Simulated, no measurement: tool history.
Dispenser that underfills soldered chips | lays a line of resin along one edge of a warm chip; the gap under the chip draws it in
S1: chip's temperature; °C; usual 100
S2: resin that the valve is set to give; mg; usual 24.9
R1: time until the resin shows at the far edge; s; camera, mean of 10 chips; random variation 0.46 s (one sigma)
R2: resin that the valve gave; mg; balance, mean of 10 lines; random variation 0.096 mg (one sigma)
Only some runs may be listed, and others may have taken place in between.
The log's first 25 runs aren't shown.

run	hour	S1	S2	R1	R2
# hour 206.9: new syringe of resin
26	216.7	104	21.7	43.7	21.62
# hour 223.1: new syringe of resin
27	229.2	110	22	30.3	21.87
28	238.5	110	22	42.9	21.54
# hour 239.4: new syringe of resin
29	243.9	110	22	28	21.6
30	249.1	110	22	35.4	21.48
# hour 256.2: new syringe of resin
31	260.3	110	27.6	27.1	26.9
# hour 272.9: new syringe of resin
32	273.1	92	28.7	45	27.73
33	280.9	113	24.8	29.1	23.77
34	287.7	100	21.5	63.5	20.74
# hour 289: new syringe of resin
35	293.9	100	21.5	41.9	20.64

Alternative continuations, all from the tool just after run 35; predict every row:
A	301.5	103	24.9	?	?
B	301.5	105	21.5	?	?
C	301.5	109	25.4	?	?
D	301.5	99	24.9	?	?

run	R1	R2
A	50.2	23.63
B	46.7	20.53
C	39.9	24.3
D	57.8	23.79
Take away the tool's hidden state, keep each run's random variation, and the runs would have read:
run	R1	R2
A	30.8	24.75
B	28.4	21.5
C	24.5	25.45
D	35.7	24.91
